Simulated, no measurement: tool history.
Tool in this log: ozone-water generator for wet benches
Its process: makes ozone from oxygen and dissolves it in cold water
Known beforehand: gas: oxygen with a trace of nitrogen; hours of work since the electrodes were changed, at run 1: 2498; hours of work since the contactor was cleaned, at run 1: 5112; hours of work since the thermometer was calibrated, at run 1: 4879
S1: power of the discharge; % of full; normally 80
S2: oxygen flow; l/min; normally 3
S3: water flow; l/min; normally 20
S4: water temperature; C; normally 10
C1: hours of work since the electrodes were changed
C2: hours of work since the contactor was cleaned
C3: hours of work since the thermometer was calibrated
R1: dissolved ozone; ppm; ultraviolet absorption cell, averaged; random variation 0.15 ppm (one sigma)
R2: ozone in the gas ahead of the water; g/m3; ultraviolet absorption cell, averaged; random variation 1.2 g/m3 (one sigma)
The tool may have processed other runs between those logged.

run 1 hour=0 | S1=80 S2=3 S3=20 S4=10 | C1=2498 C2=5112 C3=4879 | R1=17.1 R2=204.5
run 2 hour=77.7 | S1=80 S2=3 S3=20 S4=10 | C1=2549 C2=5163 C3=4930 | R1=17.3 R2=204.3
run 3 hour=153.1 | S1=80 S2=3 S3=20 S4=10 | C1=2599 C2=5213 C3=4979 | R1=17.1 R2=203.4
run 4 hour=227.6 | S1=80 S2=3 S3=16 S4=10 | C1=2648 C2=5261 C3=5028 | R1=21.3 R2=206.1
run 5 hour=277.3 | S1=80 S2=3 S3=20 S4=10 | C1=2680 C2=5294 C3=5061 | R1=17.1 R2=204.1
run 6 hour=338.2 | S1=70 S2=3 S3=20 S4=10 | C1=2720 C2=5334 C3=5101 | R1=15.4 R2=185.1
run 7 hour=401.1 | S1=92 S2=3 S3=20 S4=10 | C1=2762 C2=5375 C3=5142 | R1=19 R2=227.2
run 8 hour=475.9 | S1=92 S2=3 S3=20 S4=10 | C1=2811 C2=5424 C3=5191 | R1=19 R2=226.3
-- hour=502.2 water thermometer calibrated
run 9 hour=526.9 | S1=50 S2=3 S3=20 S4=10 | C1=2844 C2=5458 C3=16 | R1=11.6 R2=138.8
run 10 hour=575.4 | S1=91 S2=3 S3=20 S4=10 | C1=2876 C2=5489 C3=48 | R1=18.7 R2=224.1
run 11 hour=652.7 | S1=74 S2=3 S3=20 S4=10 | C1=2926 C2=5540 C3=99 | R1=15.9 R2=190.2
run 12 hour=714.5 | S1=74 S2=3 S3=20 S4=10 | C1=2967 C2=5581 C3=139 | R1=16.1 R2=190
run 13 hour=764.4 | S1=74 S2=3 S3=20 S4=10 | C1=3000 C2=5613 C3=172 | R1=15.9 R2=189.1
run 14 hour=811.1 | S1=74 S2=3 S3=20 S4=10 | C1=3030 C2=5644 C3=203 | R1=15.9 R2=190.7
run 15 hour=900 | S1=74 S2=3 S3=20 S4=10 | C1=3089 C2=5702 C3=261 | R1=15.9 R2=191
run 16 hour=978.6 | S1=80 S2=3 S3=20 S4=10 | C1=3140 C2=5754 C3=313 | R1=17 R2=200.9
-- hour=1053.7 water thermometer calibrated, once more
run 17 hour=1075.8 | S1=80 S2=3 S3=25 S4=10 | C1=3204 C2=5817 C3=15 | R1=13 R2=202.7
run 18 hour=1144.7 | S1=80 S2=3 S3=25 S4=10 | C1=3249 C2=5863 C3=60 | R1=13.2 R2=199.8
run 19 hour=1224 | S1=80 S2=3 S3=25 S4=10 | C1=3301 C2=5915 C3=112 | R1=13.2 R2=200.7
run 20 hour=1320.4 | S1=80 S2=3 S3=31 S4=6 | C1=3364 C2=5978 C3=175 | R1=10.7 R2=200.7
run 21 hour=1400.4 | S1=80 S2=3 S3=31 S4=6 | C1=3417 C2=6031 C3=228 | R1=10.5 R2=198.1
run 22 hour=1500 | S1=80 S2=4.1 S3=20 S4=9 | C1=3482 C2=6096 C3=293 | R1=17.8 R2=167.8
run 23 hour=1583 | S1=80 S2=4.1 S3=20 S4=9 | C1=3537 C2=6150 C3=347 | R1=17.8 R2=166.2
run 24 hour=1677 | S1=44 S2=3.39 S3=21 S4=15 | C1=3598 C2=6212 C3=409 | R1=9.5 R2=115.3
run 25 hour=1773.4 | S1=54 S2=3 S3=20 S4=10 | C1=3662 C2=6275 C3=472 | R1=12 R2=147.3
run 26 hour=1820.1 | S1=54 S2=3 S3=26 S4=10 | C1=3692 C2=6306 C3=503 | R1=9.2 R2=145.3
run 27 hour=1886.4 | S1=43 S2=3 S3=26 S4=10 | C1=3736 C2=6349 C3=547 | R1=7.8 R2=122.3
run 28 hour=1968.5 | S1=43 S2=3 S3=29 S4=6 | C1=3790 C2=6403 C3=600 | R1=7 R2=121.7
run 29 hour=2052.3 | S1=63 S2=2.34 S3=27 S4=10 | C1=3845 C2=6458 C3=655 | R1=9.2 R2=188.4
run 30 hour=2135.8 | S1=63 S2=2.34 S3=27 S4=10 | C1=3900 C2=6513 C3=710 | R1=9.3 R2=187.4
run 31 hour=2198.3 | S1=63 S2=2.34 S3=27 S4=10 | C1=3941 C2=6554 C3=751 | R1=9.2 R2=189.1
run 32 hour=2287.1 | S1=63 S2=2.34 S3=27 S4=10 | C1=3999 C2=6612 C3=810 | R1=9.2 R2=191.1
run 33 hour=2384.3 | S1=90 S2=3 S3=20 S4=16 | C1=4063 C2=6676 C3=873 | R1=16.8 R2=215
run 34 hour=2482.6 | S1=90 S2=3 S3=20 S4=16 | C1=4127 C2=6741 C3=938 | R1=17.1 R2=213

A few steps of R1 between consecutive runs. Split each: what settings, incoming material and random variation would produce without the hidden state, and what is left over for the hidden state, along with gauge scatter present in only one of the two compared results (measured, and without hidden state):
Hidden conditions of the tool in this case: yield of the discharge, % of new electrodes'; contactor's efficiency, % of a clean one's; true water temperature over the reading, C; drift of the gauge itself on ozone_ppm, %; drift of the gauge itself on gas_g_m3, %.
Run 8 -> 9: S1 92 -> 50, water thermometer calibrated. R1 -7.4 ppm: hidden state +1.1, all else -8.5.
Run 23 -> 24: S1 80 -> 44, S2 4.1 -> 3.39, S3 20 -> 21, S4 9 -> 15. R1 -8.3 ppm: hidden state +1.3, all else -9.6.
Run 32 -> 33: S1 63 -> 90, S2 2.34 -> 3, S3 27 -> 20, S4 10 -> 16. R1 +7.6 ppm: hidden state -1.4, all else +9.
